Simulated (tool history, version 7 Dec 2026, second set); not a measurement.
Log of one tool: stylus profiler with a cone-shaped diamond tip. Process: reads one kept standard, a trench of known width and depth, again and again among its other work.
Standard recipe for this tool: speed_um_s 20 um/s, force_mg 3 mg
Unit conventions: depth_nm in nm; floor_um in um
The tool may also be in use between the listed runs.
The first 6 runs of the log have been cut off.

run	hour	speed_um_s	force_mg	scans with this tip	hours of work since the height scale was calibrated	depth_nm	floor_um
7	101.4	20	3.24	9752	755	203.23	45.16
8	123.6	6	3.24	9936	769	203.34	45.19
9	142.3	6	3.24	10091	781	203.26	45.14
10	159.6	6	3.24	10234	792	203.06	45.1
11	171.7	6	3.24	10334	800	203.17	45.08
12	193.2	20	4.81	10512	814	204.36	45.01
# hour 215.5: new tip fitted, height scale calibrated
13	217.4	20	4.81	16	1	204.59	47.16
14	237.2	20	4.81	180	14	204.72	47.1
15	250.3	65	3	288	22	203.32	46.8
16	271.3	64	3	463	36	203.47	46.73
17	294.4	27	3	654	51	203.42	46.9
18	316.6	27	3	838	65	203.49	46.84
19	333.9	27	3	981	76	203.28	46.79
20	358.5	27	3	1185	92	203.46	46.75
21	381.3	27	3	1373	106	203.6	46.74
22	403.2	27	3	1554	120	203.43	46.7
23	419.4	27	3	1689	131	203.32	46.65
24	434.9	27	3	1817	141	203.35	46.63
25	450.8	27	3	1949	151	203.39	46.58
26	469.2	12	5.56	2101	163	205.06	46.66
27	486.1	12	5.56	2241	173	205.04	46.61

Run 28, settings as shown, results not yet in. Your forecast:
28	502.4	48	6.93	2376	184	?	?

For run 28 the tool returned depth_nm 205.82 nm, floor_um 46.46 um.
With no hidden state in the tool, this same run would have given depth_nm 205.84 nm, floor_um 47.04 um.
